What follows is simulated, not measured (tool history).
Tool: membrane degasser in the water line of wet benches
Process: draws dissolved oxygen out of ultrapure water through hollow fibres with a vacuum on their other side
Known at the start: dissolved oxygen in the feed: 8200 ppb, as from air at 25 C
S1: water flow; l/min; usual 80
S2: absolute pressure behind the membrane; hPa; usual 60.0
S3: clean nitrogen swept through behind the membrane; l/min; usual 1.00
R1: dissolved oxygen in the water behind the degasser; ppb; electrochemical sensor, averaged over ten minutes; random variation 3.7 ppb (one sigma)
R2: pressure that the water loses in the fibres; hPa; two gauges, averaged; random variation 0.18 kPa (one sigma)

run 1 hour=0.0 | S1=80 S2=60.0 S3=1.00 | R1=372.5 R2=316.8
run 2 hour=50.1 | S1=80 S2=60.0 S3=0.90 | R1=390.1 R2=312.3
run 3 hour=154.3 | S1=80 S2=60.0 S3=1.00 | R1=368.9 R2=314.5
run 4 hour=205.2 | S1=80 S2=60.0 S3=1.00 | R1=368.8 R2=315.3
run 5 hour=258.3 | S1=80 S2=60.0 S3=1.00 | R1=373.2 R2=313.3
run 6 hour=338.7 | S1=80 S2=60.0 S3=1.00 | R1=378.6 R2=312.4
run 7 hour=416.3 | S1=80 S2=60.0 S3=1.00 | R1=369.9 R2=315.8
run 8 hour=476.0 | S1=80 S2=60.0 S3=1.00 | R1=371.3 R2=313.3
run 9 hour=558.3 | S1=75 S2=60.0 S3=1.00 | R1=358.4 R2=293.5
run 10 hour=643.7 | S1=75 S2=60.0 S3=0.92 | R1=374.8 R2=292.4
run 11 hour=714.9 | S1=75 S2=60.0 S3=0.92 | R1=378.8 R2=293.7
run 12 hour=800.6 | S1=75 S2=60.0 S3=0.92 | R1=375.1 R2=293.3
run 13 hour=891.6 | S1=80 S2=60.0 S3=1.00 | R1=373.2 R2=314.1
run 14 hour=948.7 | S1=80 S2=60.0 S3=1.00 | R1=375.3 R2=312.3
run 15 hour=1026.5 | S1=88 S2=60.0 S3=1.00 | R1=402.9 R2=344.0
run 16 hour=1098.6 | S1=80 S2=60.0 S3=2.77 | R1=178.3 R2=312.3
run 17 hour=1195.3 | S1=80 S2=60.0 S3=2.77 | R1=180.2 R2=312.0
run 18 hour=1255.8 | S1=105 S2=55.4 S3=1.01 | R1=379.7 R2=413.6
run 19 hour=1310.2 | S1=80 S2=66.1 S3=2.98 | R1=204.1 R2=313.2
run 20 hour=1399.6 | S1=80 S2=66.1 S3=2.98 | R1=203.3 R2=314.9
run 21 hour=1495.7 | S1=80 S2=66.1 S3=2.98 | R1=201.7 R2=315.5
run 22 hour=1601.5 | S1=96 S2=61.9 S3=1.64 | R1=323.5 R2=375.4
run 23 hour=1709.0 | S1=67 S2=67.1 S3=1.34 | R1=335.3 R2=261.1
run 24 hour=1766.0 | S1=80 S2=43.2 S3=1.00 | R1=156.8 R2=312.8
run 25 hour=1856.0 | S1=82 S2=102.6 S3=2.95 | R1=414.5 R2=317.7
run 26 hour=1945.3 | S1=71 S2=42.1 S3=0.59 | R1=176.5 R2=278.6
run 27 hour=2054.2 | S1=71 S2=42.1 S3=0.59 | R1=176.8 R2=279.1
run 28 hour=2153.9 | S1=71 S2=113.7 S3=0.42 | R1=1502.1 R2=277.5
run 29 hour=2200.6 | S1=71 S2=113.7 S3=0.42 | R1=1550.2 R2=279.6
run 30 hour=2285.5 | S1=71 S2=113.7 S3=0.42 | R1=1508.2 R2=277.9
run 31 hour=2395.4 | S1=71 S2=113.7 S3=0.42 | R1=1503.8 R2=278.7
run 32 hour=2490.9 | S1=48 S2=79.0 S3=2.55 | R1=197.1 R2=185.9

3 ways to go on from here, each from the tool as it stands after run 32. What would each give?
run A hour=2554.3 | S1=80 S2=93.1 S3=1.00 | R1=? R2=?
run B hour=2554.3 | S1=63 S2=124.0 S3=1.11 | R1=? R2=?
run C hour=2554.3 | S1=84 S2=139.8 S3=1.39 | R1=? R2=?

run=A R1=771.4 R2=314.7
run=B R1=889.8 R2=246.5
run=C R1=1077.1 R2=327.4
Without the tool's hidden state the same runs would have given:
run=A R1=771.2 R2=314.6
run=B R1=889.7 R2=246.4
run=C R1=1077.0 R2=327.4
